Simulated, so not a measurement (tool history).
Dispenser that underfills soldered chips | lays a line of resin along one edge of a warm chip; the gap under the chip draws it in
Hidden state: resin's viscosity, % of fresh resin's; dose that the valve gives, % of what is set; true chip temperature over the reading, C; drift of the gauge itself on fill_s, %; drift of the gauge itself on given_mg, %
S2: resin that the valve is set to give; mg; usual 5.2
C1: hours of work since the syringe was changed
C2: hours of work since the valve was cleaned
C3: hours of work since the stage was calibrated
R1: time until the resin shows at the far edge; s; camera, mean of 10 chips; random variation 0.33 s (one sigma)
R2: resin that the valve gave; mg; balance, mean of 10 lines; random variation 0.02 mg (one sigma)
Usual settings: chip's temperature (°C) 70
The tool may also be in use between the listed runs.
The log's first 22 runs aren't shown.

At hour 80.4: new syringe of resin.
Run 23, hour 81.3: usual settings but chip's temperature (°C) 63, S2 6.46 mg; C1 1; C2 21; C3 200. Result: R1 18.3 s, R2 6.39 mg.
Run 24, hour 84.5: usual settings but chip's temperature (°C) 63, S2 6.46 mg; C1 3; C2 24; C3 202. Result: R1 22.3 s, R2 6.4 mg.
Run 25, hour 87.1: usual settings but chip's temperature (°C) 63, S2 6.46 mg; C1 5; C2 26; C3 204. Result: R1 27.1 s, R2 6.43 mg.
Run 26, hour 89.8: usual settings but chip's temperature (°C) 78, S2 5.91 mg; C1 7; C2 28; C3 206. Result: R1 20.4 s, R2 5.88 mg.
Run 27, hour 94.2: usual settings but S2 5.74 mg; C1 10; C2 31; C3 209. Result: R1 33.6 s, R2 5.67 mg.
At hour 95.4: new syringe of resin.
Run 28, hour 99: usual settings but chip's temperature (°C) 78, S2 5.69 mg; C1 3; C2 34; C3 212. Result: R1 14.1 s, R2 5.63 mg.
Run 29, hour 103.2: usual settings but chip's temperature (°C) 81; C1 6; C2 37; C3 215. Result: R1 18 s, R2 5.14 mg.
Run 30, hour 106.2: usual settings but chip's temperature (°C) 81; C1 8; C2 39; C3 217. Result: R1 21.1 s, R2 5.1 mg.
Run 31, hour 109.4: usual settings but chip's temperature (°C) 74; C1 10; C2 41; C3 219. Result: R1 30.5 s, R2 5.14 mg.
At hour 110.3: new syringe of resin.
Run 32, hour 112.3: usual settings but chip's temperature (°C) 69, S2 5.45 mg; C1 1; C2 43; C3 221. Result: R1 16.8 s, R2 5.36 mg.
Run 33, hour 116.2: usual settings but chip's temperature (°C) 76, S2 6.42 mg; C1 4; C2 46; C3 224. Result: R1 17.1 s, R2 6.31 mg.
Run 34, hour 118.7: usual settings but chip's temperature (°C) 66, S2 4.5 mg; C1 6; C2 48; C3 226. Result: R1 29.8 s, R2 4.44 mg.
Run 35, hour 120.8: usual settings but chip's temperature (°C) 60, S2 4.87 mg; C1 7; C2 49; C3 227. Result: R1 39.1 s, R2 4.79 mg.
At hour 125: new syringe of resin.
Run 36, hour 125.7: usual settings but chip's temperature (°C) 57, S2 6.33 mg; C1 1; C2 52; C3 231. Result: R1 22.9 s, R2 6.21 mg.
Run 37, hour 130.4: usual settings but S2 5.15 mg; C1 4; C2 56; C3 234. Result: R1 20.7 s, R2 5.07 mg.

3 ways to go on from here, each from the tool as it stands after run 37. What would each give?
Run A, hour 135.6: usual settings but chip's temperature (°C) 68; C1 8; C2 59; C3 238. Result: R1 ?, R2 ?.
Run B, hour 135.6: usual settings but chip's temperature (°C) 64, S2 6.34 mg; C1 8; C2 59; C3 238. Result: R1 ?, R2 ?.
Run C, hour 135.6: usual settings but chip's temperature (°C) 71, S2 5.58 mg; C1 8; C2 59; C3 238. Result: R1 ?, R2 ?.

run    R1    R2
  A  30.6  5.07
  B  34.2   6.2
  C  27.4  5.48
Without the tool's hidden state the same runs would have given:
run    R1    R2
  A    15  5.18
  B  17.2  6.33
  C  13.5   5.6
